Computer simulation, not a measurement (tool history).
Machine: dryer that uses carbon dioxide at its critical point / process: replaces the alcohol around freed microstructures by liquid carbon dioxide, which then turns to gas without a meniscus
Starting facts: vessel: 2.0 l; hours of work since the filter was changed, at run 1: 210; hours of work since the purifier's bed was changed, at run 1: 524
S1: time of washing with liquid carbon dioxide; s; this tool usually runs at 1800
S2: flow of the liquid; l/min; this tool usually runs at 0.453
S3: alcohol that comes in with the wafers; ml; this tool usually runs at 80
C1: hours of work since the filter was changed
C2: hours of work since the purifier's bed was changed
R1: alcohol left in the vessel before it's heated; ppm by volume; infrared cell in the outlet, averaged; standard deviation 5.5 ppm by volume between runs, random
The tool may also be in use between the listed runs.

run 1 hour=0 | S1=1800 S2=0.453 S3=80 | C1=210 C2=524 | R1=286
run 2 hour=9.3 | S1=1800 S2=0.453 S3=80 | C1=217 C2=531 | R1=280
run 3 hour=25.5 | S1=1800 S2=0.453 S3=80 | C1=228 C2=542 | R1=293
run 4 hour=38.2 | S1=1800 S2=0.453 S3=80 | C1=238 C2=552 | R1=289
run 5 hour=53.7 | S1=1800 S2=0.453 S3=80 | C1=249 C2=563 | R1=290
run 6 hour=62 | S1=2760 S2=0.453 S3=80 | C1=255 C2=569 | R1=80
run 7 hour=71.9 | S1=2760 S2=0.453 S3=80 | C1=262 C2=576 | R1=85
run 8 hour=89.5 | S1=2760 S2=0.453 S3=80 | C1=275 C2=589 | R1=77
run 9 hour=103.1 | S1=2760 S2=0.453 S3=80 | C1=285 C2=599 | R1=82
run 10 hour=111.9 | S1=1800 S2=0.615 S3=80 | C1=291 C2=605 | R1=103
run 11 hour=124.6 | S1=1800 S2=0.615 S3=80 | C1=300 C2=614 | R1=97
run 12 hour=138.4 | S1=2340 S2=0.453 S3=80 | C1=310 C2=624 | R1=121
run 13 hour=157.8 | S1=2340 S2=0.659 S3=80 | C1=324 C2=638 | R1=63
run 14 hour=172.1 | S1=2340 S2=0.659 S3=80 | C1=335 C2=649 | R1=69
-- hour=181.7 inlet filter changed
run 15 hour=183.7 | S1=2340 S2=0.659 S3=80 | C1=1 C2=657 | R1=77
run 16 hour=201.1 | S1=2340 S2=0.659 S3=80 | C1=14 C2=669 | R1=81
run 17 hour=213.5 | S1=2340 S2=0.659 S3=80 | C1=23 C2=678 | R1=74
run 18 hour=231.8 | S1=1800 S2=0.453 S3=80 | C1=36 C2=691 | R1=244
run 19 hour=246.5 | S1=1800 S2=0.453 S3=80 | C1=47 C2=702 | R1=230
run 20 hour=256.9 | S1=1800 S2=0.453 S3=68 | C1=55 C2=710 | R1=200
run 21 hour=268.5 | S1=1800 S2=0.453 S3=68 | C1=63 C2=718 | R1=218
run 22 hour=287.7 | S1=1800 S2=0.453 S3=68 | C1=77 C2=732 | R1=215
run 23 hour=296.1 | S1=1800 S2=0.453 S3=68 | C1=83 C2=738 | R1=217
run 24 hour=313.7 | S1=1800 S2=0.464 S3=80 | C1=96 C2=751 | R1=235
run 25 hour=323.8 | S1=1800 S2=0.464 S3=80 | C1=103 C2=758 | R1=239
run 26 hour=336.7 | S1=1980 S2=0.364 S3=80 | C1=112 C2=767 | R1=391
run 27 hour=345.2 | S1=1980 S2=0.364 S3=80 | C1=119 C2=774 | R1=408
run 28 hour=360.4 | S1=1980 S2=0.364 S3=80 | C1=130 C2=785 | R1=408
run 29 hour=371.9 | S1=1080 S2=0.554 S3=80 | C1=138 C2=793 | R1=860
run 30 hour=389.7 | S1=1080 S2=0.554 S3=80 | C1=151 C2=806 | R1=899
run 31 hour=403.3 | S1=1680 S2=0.642 S3=43 | C1=161 C2=816 | R1=90
run 32 hour=415.6 | S1=1680 S2=0.642 S3=43 | C1=170 C2=825 | R1=99
run 33 hour=433.7 | S1=1800 S2=0.421 S3=22 | C1=183 C2=838 | R1=164
run 34 hour=444.3 | S1=1800 S2=0.324 S3=107 | C1=191 C2=846 | R1=1327
run 35 hour=461.7 | S1=1320 S2=0.289 S3=95 | C1=203 C2=858 | R1=4147
run 36 hour=476.1 | S1=1620 S2=0.289 S3=32 | C1=214 C2=869 | R1=861
run 37 hour=494.6 | S1=1800 S2=0.407 S3=110 | C1=227 C2=882 | R1=588
run 38 hour=512.9 | S1=1380 S2=0.453 S3=70 | C1=240 C2=895 | R1=748
run 39 hour=524.1 | S1=1380 S2=0.666 S3=77 | C1=248 C2=903 | R1=193
run 40 hour=538.2 | S1=1500 S2=0.306 S3=77 | C1=259 C2=914 | R1=2137
run 41 hour=554.5 | S1=1500 S2=0.306 S3=77 | C1=270 C2=925 | R1=2181
run 42 hour=569 | S1=1860 S2=0.414 S3=24 | C1=281 C2=936 | R1=192
run 43 hour=580.4 | S1=1560 S2=0.396 S3=24 | C1=289 C2=944 | R1=345
run 44 hour=596.9 | S1=1560 S2=0.453 S3=80 | C1=301 C2=956 | R1=593
run 45 hour=609.8 | S1=2040 S2=0.435 S3=51 | C1=311 C2=966 | R1=198
run 46 hour=623.4 | S1=2040 S2=0.435 S3=51 | C1=320 C2=975 | R1=203

Here are 5 independent what-if runs from the current tool condition. What would each one return?
run A hour=633.7 | S1=1800 S2=0.53 S3=31 | C1=328 C2=983 | R1=?
run B hour=633.7 | S1=1920 S2=0.453 S3=50 | C1=328 C2=983 | R1=?
run C hour=633.7 | S1=1800 S2=0.453 S3=37 | C1=328 C2=983 | R1=?
run D hour=633.7 | S1=1200 S2=0.606 S3=51 | C1=328 C2=983 | R1=?
run E hour=633.7 | S1=1560 S2=0.453 S3=31 | C1=328 C2=983 | R1=?

run=A R1=148
run=B R1=221
run=C R1=223
run=D R1=399
run=E R1=288
The same runs, with their run-to-run variation unchanged, on a tool lacking any hidden condition would have given:
run=A R1=33
run=B R1=72
run=C R1=76
run=D R1=189
run=E R1=119
